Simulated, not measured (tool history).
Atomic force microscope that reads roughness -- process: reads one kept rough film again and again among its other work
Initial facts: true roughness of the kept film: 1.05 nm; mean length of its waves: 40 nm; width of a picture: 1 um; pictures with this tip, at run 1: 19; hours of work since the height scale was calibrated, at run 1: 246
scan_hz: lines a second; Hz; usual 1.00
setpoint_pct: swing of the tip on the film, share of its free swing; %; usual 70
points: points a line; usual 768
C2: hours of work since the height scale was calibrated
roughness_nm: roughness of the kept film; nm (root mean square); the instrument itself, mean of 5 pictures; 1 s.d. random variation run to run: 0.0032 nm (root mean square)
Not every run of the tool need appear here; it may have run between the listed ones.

run 1 hour=0.0 | scan_hz=1.00 setpoint_pct=70 points=768 | pictures_with_this_tip=19 C2=246 | roughness_nm=0.985
run 2 hour=6.9 | scan_hz=1.00 setpoint_pct=70 points=768 | pictures_with_this_tip=37 C2=251 | roughness_nm=0.979
run 3 hour=15.9 | scan_hz=1.00 setpoint_pct=70 points=768 | pictures_with_this_tip=60 C2=258 | roughness_nm=0.978
run 4 hour=22.5 | scan_hz=1.00 setpoint_pct=83 points=768 | pictures_with_this_tip=77 C2=263 | roughness_nm=0.943
run 5 hour=34.0 | scan_hz=1.00 setpoint_pct=83 points=768 | pictures_with_this_tip=106 C2=271 | roughness_nm=0.931
run 6 hour=42.5 | scan_hz=1.00 setpoint_pct=70 points=768 | pictures_with_this_tip=127 C2=278 | roughness_nm=0.967
-- hour=51.7 new tip fitted
run 7 hour=51.9 | scan_hz=1.00 setpoint_pct=57 points=768 | pictures_with_this_tip=1 C2=284 | roughness_nm=1.007
run 8 hour=62.7 | scan_hz=1.00 setpoint_pct=57 points=768 | pictures_with_this_tip=29 C2=292 | roughness_nm=1.002
run 9 hour=73.0 | scan_hz=2.70 setpoint_pct=70 points=768 | pictures_with_this_tip=55 C2=300 | roughness_nm=0.922
run 10 hour=81.5 | scan_hz=2.70 setpoint_pct=70 points=768 | pictures_with_this_tip=76 C2=306 | roughness_nm=0.920
run 11 hour=87.9 | scan_hz=1.00 setpoint_pct=60 points=768 | pictures_with_this_tip=93 C2=311 | roughness_nm=0.988
run 12 hour=95.3 | scan_hz=1.00 setpoint_pct=60 points=768 | pictures_with_this_tip=111 C2=317 | roughness_nm=0.983
run 13 hour=104.2 | scan_hz=1.00 setpoint_pct=70 points=768 | pictures_with_this_tip=134 C2=323 | roughness_nm=0.965
-- hour=110.5 new tip fitted
run 14 hour=112.8 | scan_hz=1.00 setpoint_pct=70 points=306 | pictures_with_this_tip=6 C2=329 | roughness_nm=0.985
run 15 hour=119.0 | scan_hz=1.00 setpoint_pct=76 points=768 | pictures_with_this_tip=21 C2=334 | roughness_nm=0.966
run 16 hour=131.1 | scan_hz=1.00 setpoint_pct=76 points=768 | pictures_with_this_tip=52 C2=343 | roughness_nm=0.970
run 17 hour=137.4 | scan_hz=1.00 setpoint_pct=76 points=768 | pictures_with_this_tip=68 C2=348 | roughness_nm=0.957
run 18 hour=144.4 | scan_hz=1.00 setpoint_pct=76 points=768 | pictures_with_this_tip=86 C2=353 | roughness_nm=0.956
run 19 hour=152.3 | scan_hz=1.00 setpoint_pct=76 points=768 | pictures_with_this_tip=106 C2=359 | roughness_nm=0.943
run 20 hour=158.1 | scan_hz=1.00 setpoint_pct=70 points=422 | pictures_with_this_tip=121 C2=363 | roughness_nm=0.962
run 21 hour=166.0 | scan_hz=1.00 setpoint_pct=70 points=433 | pictures_with_this_tip=141 C2=369 | roughness_nm=0.956
-- hour=169.4 new tip fitted
run 22 hour=178.1 | scan_hz=1.00 setpoint_pct=70 points=768 | pictures_with_this_tip=22 C2=378 | roughness_nm=0.986
run 23 hour=189.9 | scan_hz=1.00 setpoint_pct=70 points=768 | pictures_with_this_tip=52 C2=387 | roughness_nm=0.977
run 24 hour=198.2 | scan_hz=1.00 setpoint_pct=70 points=768 | pictures_with_this_tip=73 C2=393 | roughness_nm=0.971
run 25 hour=210.0 | scan_hz=1.00 setpoint_pct=70 points=768 | pictures_with_this_tip=103 C2=402 | roughness_nm=0.970
run 26 hour=219.6 | scan_hz=1.00 setpoint_pct=70 points=768 | pictures_with_this_tip=128 C2=409 | roughness_nm=0.961
-- hour=221.6 height scale calibrated on a step standard
-- hour=229.3 new tip fitted
run 27 hour=231.7 | scan_hz=1.00 setpoint_pct=70 points=768 | pictures_with_this_tip=7 C2=7 | roughness_nm=0.981
run 28 hour=239.3 | scan_hz=1.00 setpoint_pct=70 points=768 | pictures_with_this_tip=26 C2=13 | roughness_nm=0.982
run 29 hour=246.5 | scan_hz=1.00 setpoint_pct=70 points=768 | pictures_with_this_tip=44 C2=18 | roughness_nm=0.983
run 30 hour=258.2 | scan_hz=0.58 setpoint_pct=81 points=475 | pictures_with_this_tip=74 C2=27 | roughness_nm=0.974
run 31 hour=268.0 | scan_hz=1.00 setpoint_pct=79 points=824 | pictures_with_this_tip=99 C2=34 | roughness_nm=0.952
run 32 hour=273.3 | scan_hz=2.19 setpoint_pct=65 points=851 | pictures_with_this_tip=112 C2=38 | roughness_nm=0.951
run 33 hour=284.4 | scan_hz=2.19 setpoint_pct=65 points=851 | pictures_with_this_tip=141 C2=47 | roughness_nm=0.939
-- hour=288.5 new tip fitted
-- hour=293.2 height scale calibrated on a step standard, once more
run 34 hour=293.2 | scan_hz=2.19 setpoint_pct=79 points=851 | pictures_with_this_tip=9 C2=0 | roughness_nm=0.909
run 35 hour=305.0 | scan_hz=2.19 setpoint_pct=89 points=946 | pictures_with_this_tip=39 C2=9 | roughness_nm=0.843
run 36 hour=311.9 | scan_hz=2.19 setpoint_pct=55 points=946 | pictures_with_this_tip=57 C2=14 | roughness_nm=0.974
run 37 hour=320.8 | scan_hz=2.19 setpoint_pct=55 points=946 | pictures_with_this_tip=79 C2=21 | roughness_nm=0.976
run 38 hour=328.3 | scan_hz=2.68 setpoint_pct=70 points=768 | pictures_with_this_tip=98 C2=26 | roughness_nm=0.912
run 39 hour=336.2 | scan_hz=1.10 setpoint_pct=88 points=782 | pictures_with_this_tip=118 C2=32 | roughness_nm=0.907
run 40 hour=345.6 | scan_hz=1.84 setpoint_pct=73 points=281 | pictures_with_this_tip=142 C2=39 | roughness_nm=0.920
-- hour=348.6 new tip fitted
run 41 hour=353.8 | scan_hz=2.79 setpoint_pct=69 points=577 | pictures_with_this_tip=13 C2=45 | roughness_nm=0.932
run 42 hour=363.3 | scan_hz=2.48 setpoint_pct=70 points=429 | pictures_with_this_tip=37 C2=52 | roughness_nm=0.927
run 43 hour=375.4 | scan_hz=1.00 setpoint_pct=62 points=768 | pictures_with_this_tip=68 C2=61 | roughness_nm=0.982
run 44 hour=381.8 | scan_hz=1.00 setpoint_pct=62 points=768 | pictures_with_this_tip=84 C2=66 | roughness_nm=0.981
run 45 hour=387.8 | scan_hz=1.00 setpoint_pct=62 points=768 | pictures_with_this_tip=99 C2=70 | roughness_nm=0.976
run 46 hour=396.4 | scan_hz=1.48 setpoint_pct=76 points=768 | pictures_with_this_tip=121 C2=77 | roughness_nm=0.928

Run 47 is up next; what results do you expect?
run 47 hour=405.6 | scan_hz=0.61 setpoint_pct=61 points=911 | pictures_with_this_tip=144 C2=84 | roughness_nm=?

roughness_nm: 0.981 nm (root mean square)
Had the tool carried no hidden state, the very same run would have given roughness_nm 1.014 nm (root mean square).
